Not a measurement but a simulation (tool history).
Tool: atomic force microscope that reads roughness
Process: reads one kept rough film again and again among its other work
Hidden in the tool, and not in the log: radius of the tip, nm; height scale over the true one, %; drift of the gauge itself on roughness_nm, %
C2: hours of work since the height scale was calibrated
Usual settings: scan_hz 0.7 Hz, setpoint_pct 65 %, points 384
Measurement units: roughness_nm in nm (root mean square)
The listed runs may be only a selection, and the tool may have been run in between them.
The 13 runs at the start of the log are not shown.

{"run": 14, "day": 10.75, "scan_hz": 0.7, "setpoint_pct": 79, "points": 384, "pictures with this tip": 67, "C2": 319, "roughness_nm": 2.944}
{"run": 15, "day": 11.442, "scan_hz": 0.7, "setpoint_pct": 79, "points": 384, "pictures with this tip": 87, "C2": 327, "roughness_nm": 2.886}
{"run": 16, "day": 12.3, "scan_hz": 0.7, "setpoint_pct": 79, "points": 384, "pictures with this tip": 113, "C2": 336, "roughness_nm": 2.809}
{"run": 17, "day": 12.954, "scan_hz": 1.308, "setpoint_pct": 60, "points": 402, "pictures with this tip": 133, "C2": 344, "roughness_nm": 2.837}
{"run": 18, "day": 14.062, "scan_hz": 2.388, "setpoint_pct": 65, "points": 861, "pictures with this tip": 167, "C2": 356, "roughness_nm": 2.612}
{"run": 19, "day": 14.871, "scan_hz": 1.691, "setpoint_pct": 55, "points": 461, "pictures with this tip": 191, "C2": 365, "roughness_nm": 2.712}
{"run": 20, "day": 15.938, "scan_hz": 1.691, "setpoint_pct": 87, "points": 461, "pictures with this tip": 223, "C2": 377, "roughness_nm": 2.214}
{"run": 21, "day": 16.417, "scan_hz": 2.084, "setpoint_pct": 63, "points": 375, "pictures with this tip": 238, "C2": 383, "roughness_nm": 2.488}
{"day": 16.938, "done": "new tip fitted"}
{"run": 22, "day": 17.612, "scan_hz": 2.084, "setpoint_pct": 63, "points": 375, "pictures with this tip": 20, "C2": 396, "roughness_nm": 3.08}
{"run": 23, "day": 18.175, "scan_hz": 3.291, "setpoint_pct": 61, "points": 384, "pictures with this tip": 37, "C2": 402, "roughness_nm": 2.938}
{"run": 24, "day": 18.921, "scan_hz": 3.291, "setpoint_pct": 61, "points": 384, "pictures with this tip": 60, "C2": 410, "roughness_nm": 2.86}
{"run": 25, "day": 19.604, "scan_hz": 3.329, "setpoint_pct": 82, "points": 384, "pictures with this tip": 80, "C2": 418, "roughness_nm": 2.28}
{"run": 26, "day": 20.475, "scan_hz": 3.329, "setpoint_pct": 82, "points": 384, "pictures with this tip": 107, "C2": 428, "roughness_nm": 2.225}
{"run": 27, "day": 21.333, "scan_hz": 0.956, "setpoint_pct": 67, "points": 392, "pictures with this tip": 133, "C2": 438, "roughness_nm": 2.819}
{"run": 28, "day": 22.4, "scan_hz": 3.949, "setpoint_pct": 65, "points": 384, "pictures with this tip": 165, "C2": 450, "roughness_nm": 2.487}
{"run": 29, "day": 23.333, "scan_hz": 2.78, "setpoint_pct": 70, "points": 384, "pictures with this tip": 193, "C2": 460, "roughness_nm": 2.414}
{"run": 30, "day": 24.225, "scan_hz": 3.756, "setpoint_pct": 57, "points": 384, "pictures with this tip": 220, "C2": 470, "roughness_nm": 2.504}
{"run": 31, "day": 24.783, "scan_hz": 3.756, "setpoint_pct": 57, "points": 384, "pictures with this tip": 237, "C2": 476, "roughness_nm": 2.447}
{"day": 25.312, "done": "new tip fitted"}
{"run": 32, "day": 25.971, "scan_hz": 3.646, "setpoint_pct": 62, "points": 369, "pictures with this tip": 20, "C2": 490, "roughness_nm": 2.933}

Here are 5 independent what-if runs from the current tool condition. What would each one return?
{"run": "A", "day": 26.579, "scan_hz": 0.7, "setpoint_pct": 70, "points": 384, "pictures with this tip": 39, "C2": 496, "roughness_nm": "?"}
{"run": "B", "day": 26.579, "scan_hz": 2.197, "setpoint_pct": 62, "points": 369, "pictures with this tip": 39, "C2": 496, "roughness_nm": "?"}
{"run": "C", "day": 26.579, "scan_hz": 3.646, "setpoint_pct": 62, "points": 676, "pictures with this tip": 39, "C2": 496, "roughness_nm": "?"}
{"run": "D", "day": 26.579, "scan_hz": 1.114, "setpoint_pct": 65, "points": 854, "pictures with this tip": 39, "C2": 496, "roughness_nm": "?"}
{"run": "E", "day": 26.579, "scan_hz": 0.744, "setpoint_pct": 75, "points": 882, "pictures with this tip": 39, "C2": 496, "roughness_nm": "?"}

run=A roughness_nm=3.11
run=B roughness_nm=2.998
run=C roughness_nm=2.893
run=D roughness_nm=3.116
run=E roughness_nm=3.103
Stripped of hidden state, with their random variation kept, the same runs would have yielded:
run=A roughness_nm=3.276
run=B roughness_nm=3.158
run=C roughness_nm=3.048
run=D roughness_nm=3.283
run=E roughness_nm=3.269
